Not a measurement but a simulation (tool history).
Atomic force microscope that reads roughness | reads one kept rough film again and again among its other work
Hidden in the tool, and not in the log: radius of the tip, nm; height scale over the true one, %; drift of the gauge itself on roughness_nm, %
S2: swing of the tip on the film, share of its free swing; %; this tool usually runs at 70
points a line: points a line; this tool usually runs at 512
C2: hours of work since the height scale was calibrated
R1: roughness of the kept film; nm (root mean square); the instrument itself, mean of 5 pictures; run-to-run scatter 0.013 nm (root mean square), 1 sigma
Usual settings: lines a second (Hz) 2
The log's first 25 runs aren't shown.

run 26 day=20.767 | lines_a_second_(Hz)=3.03 S2=76 points_a_line=429 | pictures_with_this_tip=292 C2=244 | R1=2.834
run 27 day=21.638 | lines_a_second_(Hz)=0.97 S2=76 points_a_line=429 | pictures_with_this_tip=317 C2=253 | R1=3.142
run 28 day=22.517 | lines_a_second_(Hz)=0.97 S2=76 points_a_line=429 | pictures_with_this_tip=343 C2=262 | R1=3.133
run 29 day=23.679 | lines_a_second_(Hz)=0.92 S2=76 points_a_line=324 | pictures_with_this_tip=377 C2=274 | R1=3.117
-- day=24.467 new tip fitted
run 30 day=24.525 | lines_a_second_(Hz)=0.92 S2=76 points_a_line=324 | pictures_with_this_tip=1 C2=282 | R1=3.143
run 31 day=25.642 | lines_a_second_(Hz)=0.73 S2=63 points_a_line=366 | pictures_with_this_tip=34 C2=294 | R1=3.257
run 32 day=26.221 | lines_a_second_(Hz)=2 S2=70 points_a_line=555 | pictures_with_this_tip=51 C2=300 | R1=3.056
run 33 day=27.146 | lines_a_second_(Hz)=1.71 S2=87 points_a_line=463 | pictures_with_this_tip=78 C2=310 | R1=2.854
run 34 day=27.629 | lines_a_second_(Hz)=2 S2=70 points_a_line=405 | pictures_with_this_tip=92 C2=315 | R1=3.063
run 35 day=28.158 | lines_a_second_(Hz)=2.32 S2=70 points_a_line=900 | pictures_with_this_tip=108 C2=320 | R1=3.05
run 36 day=29.012 | lines_a_second_(Hz)=1.8 S2=75 points_a_line=895 | pictures_with_this_tip=133 C2=329 | R1=3.046
run 37 day=29.629 | lines_a_second_(Hz)=1.8 S2=55 points_a_line=895 | pictures_with_this_tip=151 C2=335 | R1=3.244
run 38 day=30.725 | lines_a_second_(Hz)=2.33 S2=82 points_a_line=512 | pictures_with_this_tip=183 C2=347 | R1=2.843

What if the next run were any one of these 5? Each begins from the tool's condition after run 38:
run A day=31.4 | lines_a_second_(Hz)=3.35 S2=70 points_a_line=598 | pictures_with_this_tip=203 C2=354 | R1=?
run B day=31.4 | lines_a_second_(Hz)=1.69 S2=86 points_a_line=512 | pictures_with_this_tip=203 C2=354 | R1=?
run C day=31.4 | lines_a_second_(Hz)=3.23 S2=66 points_a_line=512 | pictures_with_this_tip=203 C2=354 | R1=?
run D day=31.4 | lines_a_second_(Hz)=0.54 S2=65 points_a_line=612 | pictures_with_this_tip=203 C2=354 | R1=?
run E day=31.4 | lines_a_second_(Hz)=2.33 S2=82 points_a_line=336 | pictures_with_this_tip=203 C2=354 | R1=?

run=A R1=2.926
run=B R1=2.89
run=C R1=2.992
run=D R1=3.267
run=E R1=2.781
What these runs would have given with no unlogged condition in the tool:
run=A R1=2.931
run=B R1=2.894
run=C R1=2.996
run=D R1=3.271
run=E R1=2.785

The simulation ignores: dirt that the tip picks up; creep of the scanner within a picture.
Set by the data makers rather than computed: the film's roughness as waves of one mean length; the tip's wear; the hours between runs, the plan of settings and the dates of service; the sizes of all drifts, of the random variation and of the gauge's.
